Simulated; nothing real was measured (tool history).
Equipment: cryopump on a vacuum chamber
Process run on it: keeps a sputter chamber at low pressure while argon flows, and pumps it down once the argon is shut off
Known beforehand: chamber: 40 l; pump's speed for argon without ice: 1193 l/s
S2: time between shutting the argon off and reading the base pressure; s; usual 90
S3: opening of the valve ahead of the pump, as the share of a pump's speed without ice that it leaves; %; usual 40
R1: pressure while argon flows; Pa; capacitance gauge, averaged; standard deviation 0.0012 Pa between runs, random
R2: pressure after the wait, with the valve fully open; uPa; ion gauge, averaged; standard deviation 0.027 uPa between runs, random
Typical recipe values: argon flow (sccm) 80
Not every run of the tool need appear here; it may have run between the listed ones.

Run 1, hour 0: usual settings. Result: R1 0.2978 Pa, R2 3.79 uPa.
Run 2, hour 37.4: usual settings. Result: R1 0.2981 Pa, R2 3.84 uPa.
Run 3, hour 63.2: usual settings but S2 262 s. Result: R1 0.2969 Pa, R2 3.27 uPa.
Run 4, hour 106.3: usual settings but argon flow (sccm) 70, S2 262 s. Result: R1 0.2635 Pa, R2 3.31 uPa.
Run 5, hour 142.7: usual settings but argon flow (sccm) 70, S2 262 s, S3 41 %. Result: R1 0.2572 Pa, R2 3.36 uPa.
Run 6, hour 168.8: usual settings but argon flow (sccm) 70, S2 262 s, S3 41 %. Result: R1 0.2582 Pa, R2 3.45 uPa.
Run 7, hour 216.4: usual settings. Result: R1 0.3027 Pa, R2 4.1 uPa.
Run 8, hour 256.7: usual settings. Result: R1 0.3051 Pa, R2 4.12 uPa.
Run 9, hour 295.2: usual settings. Result: R1 0.305 Pa, R2 4.24 uPa.
Run 10, hour 319.6: usual settings but S2 93 s. Result: R1 0.3067 Pa, R2 4.15 uPa.
Run 11, hour 341.3: usual settings but argon flow (sccm) 61. Result: R1 0.2335 Pa, R2 4.35 uPa.
Run 12, hour 369.8: usual settings but S3 59 %. Result: R1 0.215 Pa, R2 4.29 uPa.
Run 13, hour 405.9: usual settings but S3 59 %. Result: R1 0.2172 Pa, R2 4.3 uPa.
Run 14, hour 446.2: usual settings but S3 59 %. Result: R1 0.2162 Pa, R2 4.49 uPa.
Run 15, hour 496.6: usual settings. Result: R1 0.3091 Pa, R2 4.49 uPa.
Run 16, hour 543.8: usual settings but argon flow (sccm) 86, S2 67 s, S3 49 %. Result: R1 0.2784 Pa, R2 5.04 uPa.
Run 17, hour 575: usual settings but S2 191 s, S3 16 %. Result: R1 0.7353 Pa, R2 4.08 uPa.
Run 18, hour 625.9: usual settings but argon flow (sccm) 97, S2 162 s, S3 22 %. Result: R1 0.6657 Pa, R2 4.46 uPa.
Run 19, hour 660.9: usual settings but S3 27 %. Result: R1 0.4523 Pa, R2 4.68 uPa.
Run 20, hour 701.8: usual settings but argon flow (sccm) 41, S2 99 s, S3 31 %. Result: R1 0.2034 Pa, R2 4.84 uPa.
Run 21, hour 726.1: usual settings but argon flow (sccm) 112, S2 28 s, S3 44 %. Result: R1 0.4068 Pa, R2 7.1 uPa.
Run 22, hour 761: usual settings but S2 184 s. Result: R1 0.3174 Pa, R2 4.49 uPa.
Run 23, hour 793.5: usual settings but S2 184 s. Result: R1 0.3205 Pa, R2 4.71 uPa.
Run 24, hour 825.2: usual settings but S2 184 s. Result: R1 0.3197 Pa, R2 4.66 uPa.
Run 25, hour 846.7: usual settings but S2 184 s. Result: R1 0.3188 Pa, R2 4.6 uPa.
Run 26, hour 887.9: usual settings but S2 51 s. Result: R1 0.3208 Pa, R2 6.01 uPa.
At hour 936.9: pump warmed up, emptied and cooled again.
Run 27, hour 936.9: usual settings but S2 51 s. Result: R1 0.2838 Pa, R2 5.2 uPa.
Run 28, hour 961.7: usual settings but argon flow (sccm) 67, S2 64 s, S3 19 %. Result: R1 0.5034 Pa, R2 4.76 uPa.
Run 29, hour 1008.3: usual settings but argon flow (sccm) 43, S2 52 s, S3 17 %. Result: R1 0.36 Pa, R2 5.12 uPa.

Predict each of these 5 candidate next runs independently; none follows another, all start after run 29:
At hour 1040.4: leaking fittings of the chamber tightened, without venting.
Run A, hour 1044.3: usual settings but argon flow (sccm) 42, S2 49 s, S3 23 %. Result: R1 ?, R2 ?.
At hour 1040.4: leaking fittings of the chamber tightened, without venting.
Run B, hour 1044.3: usual settings but argon flow (sccm) 79, S2 244 s, S3 17 %. Result: R1 ?, R2 ?.
At hour 1040.4: leaking fittings of the chamber tightened, without venting.
Run C, hour 1044.3: usual settings but argon flow (sccm) 98, S2 232 s, S3 55 %. Result: R1 ?, R2 ?.
At hour 1040.4: leaking fittings of the chamber tightened, without venting.
Run D, hour 1044.3: usual settings but argon flow (sccm) 79, S2 228 s, S3 31 %. Result: R1 ?, R2 ?.
At hour 1040.4: leaking fittings of the chamber tightened, without venting.
Run E, hour 1044.3: usual settings but S2 99 s, S3 24 %. Result: R1 ?, R2 ?.

run      R1    R2
  A  0.2602  2.19
  B  0.6625  0.68
  C   0.256  0.73
  D  0.3643  0.71
  E  0.4766  1.24
Take away the tool's hidden state, keep each run's random variation, and the runs would have read:
run      R1    R2
  A  0.2583  2.11
  B  0.6587   0.6
  C  0.2513  0.65
  D  0.3606  0.63
  E  0.4728  1.16
